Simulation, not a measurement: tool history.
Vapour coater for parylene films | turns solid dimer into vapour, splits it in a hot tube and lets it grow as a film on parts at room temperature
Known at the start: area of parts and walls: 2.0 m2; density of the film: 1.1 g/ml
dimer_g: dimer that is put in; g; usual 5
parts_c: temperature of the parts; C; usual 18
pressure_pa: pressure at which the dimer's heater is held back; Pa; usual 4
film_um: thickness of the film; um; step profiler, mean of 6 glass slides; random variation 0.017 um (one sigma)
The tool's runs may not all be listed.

{"run": 1, "hour": 0.0, "dimer_g": 5, "parts_c": 18, "pressure_pa": 4, "film_um": 0.99}
{"run": 2, "hour": 43.8, "dimer_g": 5, "parts_c": 18, "pressure_pa": 4, "film_um": 0.96}
{"run": 3, "hour": 92.2, "dimer_g": 5, "parts_c": 18, "pressure_pa": 4.76, "film_um": 0.91}
{"hour": 134.9, "done": "trap's valve overhauled"}
{"run": 4, "hour": 139.4, "dimer_g": 8, "parts_c": 18, "pressure_pa": 4, "film_um": 1.69}
{"run": 5, "hour": 180.2, "dimer_g": 8, "parts_c": 18, "pressure_pa": 4, "film_um": 1.67}
{"run": 6, "hour": 203.8, "dimer_g": 8, "parts_c": 18, "pressure_pa": 4, "film_um": 1.7}
{"run": 7, "hour": 237.6, "dimer_g": 4, "parts_c": 18, "pressure_pa": 4, "film_um": 0.82}
{"run": 8, "hour": 264.5, "dimer_g": 4, "parts_c": 18, "pressure_pa": 4, "film_um": 0.82}
{"run": 9, "hour": 287.5, "dimer_g": 4, "parts_c": 18, "pressure_pa": 4, "film_um": 0.85}
{"run": 10, "hour": 325.7, "dimer_g": 4, "parts_c": 18, "pressure_pa": 4, "film_um": 0.82}
{"run": 11, "hour": 360.3, "dimer_g": 4, "parts_c": 18, "pressure_pa": 4, "film_um": 0.82}
{"run": 12, "hour": 406.7, "dimer_g": 4, "parts_c": 18, "pressure_pa": 4, "film_um": 0.8}
{"run": 13, "hour": 455.2, "dimer_g": 4, "parts_c": 18, "pressure_pa": 4, "film_um": 0.79}
{"run": 14, "hour": 504.2, "dimer_g": 4, "parts_c": 18, "pressure_pa": 4, "film_um": 0.82}
{"run": 15, "hour": 541.9, "dimer_g": 4, "parts_c": 18, "pressure_pa": 4, "film_um": 0.82}
{"run": 16, "hour": 575.4, "dimer_g": 4, "parts_c": 18, "pressure_pa": 4, "film_um": 0.79}
{"run": 17, "hour": 611.3, "dimer_g": 5, "parts_c": 24, "pressure_pa": 4, "film_um": 0.92}
{"hour": 615.3, "done": "table's thermometer calibrated"}
{"run": 18, "hour": 649.1, "dimer_g": 5, "parts_c": 18, "pressure_pa": 2.24, "film_um": 1.09}
{"run": 19, "hour": 694.9, "dimer_g": 5, "parts_c": 18, "pressure_pa": 2.24, "film_um": 1.07}
{"run": 20, "hour": 731.2, "dimer_g": 5, "parts_c": 18, "pressure_pa": 2.24, "film_um": 1.07}
{"hour": 739.1, "done": "table's thermometer calibrated, once more"}
{"run": 21, "hour": 766.1, "dimer_g": 5, "parts_c": 18, "pressure_pa": 2.24, "film_um": 1.1}
{"run": 22, "hour": 811.0, "dimer_g": 5, "parts_c": 18, "pressure_pa": 2.24, "film_um": 1.1}
{"run": 23, "hour": 831.9, "dimer_g": 4, "parts_c": 19, "pressure_pa": 4.16, "film_um": 0.8}
{"run": 24, "hour": 854.0, "dimer_g": 3, "parts_c": 18, "pressure_pa": 4.16, "film_um": 0.6}
{"run": 25, "hour": 883.6, "dimer_g": 3, "parts_c": 18, "pressure_pa": 4.16, "film_um": 0.57}
{"hour": 898.7, "done": "trap's valve overhauled"}
{"run": 26, "hour": 919.1, "dimer_g": 7, "parts_c": 21, "pressure_pa": 2.3, "film_um": 1.54}
{"run": 27, "hour": 946.2, "dimer_g": 5, "parts_c": 14, "pressure_pa": 2.92, "film_um": 1.17}
{"run": 28, "hour": 983.0, "dimer_g": 5, "parts_c": 18, "pressure_pa": 5.13, "film_um": 1.04}
{"run": 29, "hour": 1026.5, "dimer_g": 4, "parts_c": 13, "pressure_pa": 7.1, "film_um": 0.84}
{"run": 30, "hour": 1059.3, "dimer_g": 2, "parts_c": 12, "pressure_pa": 11.84, "film_um": 0.37}
{"run": 31, "hour": 1103.4, "dimer_g": 2, "parts_c": 17, "pressure_pa": 5.62, "film_um": 0.43}
{"run": 32, "hour": 1152.2, "dimer_g": 5, "parts_c": 17, "pressure_pa": 6.7, "film_um": 0.98}
{"run": 33, "hour": 1193.6, "dimer_g": 5, "parts_c": 28, "pressure_pa": 5.35, "film_um": 0.85}
{"run": 34, "hour": 1230.5, "dimer_g": 8, "parts_c": 11, "pressure_pa": 9.35, "film_um": 1.64}
{"run": 35, "hour": 1253.6, "dimer_g": 8, "parts_c": 11, "pressure_pa": 9.35, "film_um": 1.61}
{"run": 36, "hour": 1274.4, "dimer_g": 8, "parts_c": 11, "pressure_pa": 9.35, "film_um": 1.61}
{"run": 37, "hour": 1323.3, "dimer_g": 3, "parts_c": 18, "pressure_pa": 4, "film_um": 0.62}
{"run": 38, "hour": 1355.2, "dimer_g": 5, "parts_c": 20, "pressure_pa": 9.52, "film_um": 0.87}

Forecast each of these 4 alternatives for the next run:
{"run": "A", "hour": 1384.3, "dimer_g": 5, "parts_c": 30, "pressure_pa": 4, "film_um": "?"}
{"run": "B", "hour": 1384.3, "dimer_g": 5, "parts_c": 21, "pressure_pa": 10, "film_um": "?"}
{"run": "C", "hour": 1384.3, "dimer_g": 5, "parts_c": 20, "pressure_pa": 2.89, "film_um": "?"}
{"run": "D", "hour": 1384.3, "dimer_g": 5, "parts_c": 18, "pressure_pa": 2.65, "film_um": "?"}

run=A film_um=0.83
run=B film_um=0.84
run=C film_um=1.02
run=D film_um=1.07
Without the tool's hidden state the same runs would have given:
run=A film_um=0.89
run=B film_um=0.9
run=C film_um=1.09
run=D film_um=1.15
